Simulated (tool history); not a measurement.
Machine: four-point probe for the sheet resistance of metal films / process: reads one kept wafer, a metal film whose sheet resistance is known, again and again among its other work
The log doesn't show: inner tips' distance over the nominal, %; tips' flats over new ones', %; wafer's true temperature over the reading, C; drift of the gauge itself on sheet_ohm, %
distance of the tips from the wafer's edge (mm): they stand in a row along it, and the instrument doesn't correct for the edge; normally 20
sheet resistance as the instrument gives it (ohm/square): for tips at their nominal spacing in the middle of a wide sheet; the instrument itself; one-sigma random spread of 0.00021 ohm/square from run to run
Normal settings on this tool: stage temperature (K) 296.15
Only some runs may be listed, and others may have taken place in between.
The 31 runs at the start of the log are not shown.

run   hour  stage temperature (K)  distance of the tips from the wafer's edge (mm)  touches since the probe head was changed  hours of work since the stage's thermometer was calibrated  sheet resistance as the instrument gives it (ohm/square)
 32  434.1                 292.15                                                4                                      5089                                                         150                                                  1.066273
 33  447.1                 292.15                                                4                                      5199                                                         155                                                  1.066043
 34  457.9                 293.15                                               53                                      5291                                                         160                                                  1.052444
 35  467.7                 300.15                                                8                                      5375                                                         164                                                  1.057177
 36  480.6                 307.15                                                6                                      5484                                                         169                                                  1.060924
 37  496.7                 307.15                                               29                                      5621                                                         176                                                  1.054859
 38    505                 296.15                                                7                                      5692                                                         179                                                   1.05751
 39  515.6                 303.15                                                6                                      5782                                                         183                                                  1.060347
 40  532.8                 303.15                                               16                                      5928                                                         191                                                  1.054587
 41  544.6                 296.15                                               18                                      6029                                                         195                                                  1.053483
 42  557.6                 296.15                                               18                                      6139                                                         201                                                  1.053618
 43  569.8                 299.15                                               20                                      6242                                                         206                                                  1.053871
 44  581.3                 293.15                                               16                                      6340                                                         210                                                  1.053557

What if the next run were any one of these 5? Each begins from the tool's condition after run 44:
  A  590.8                 293.15                                               67                                      6421                                                         214                                                         ?
  B  590.8                 293.15                                               58                                      6421                                                         214                                                         ?
  C  590.8                 293.15                                               16                                      6421                                                         214                                                         ?
  D  590.8                 294.15                                               69                                      6421                                                         214                                                         ?
  E  590.8                 294.15                                                6                                      6421                                                         214                                                         ?

run  sheet resistance as the instrument gives it (ohm/square)
  A                                                  1.052186
  B                                                  1.052294
  C                                                  1.053038
  D                                                  1.052461
  E                                                  1.058885
With no hidden state in the tool, these same runs would have given:
run  sheet resistance as the instrument gives it (ohm/square)
  A                                                  1.052204
  B                                                  1.052312
  C                                                  1.053055
  D                                                  1.052478
  E                                                  1.058903
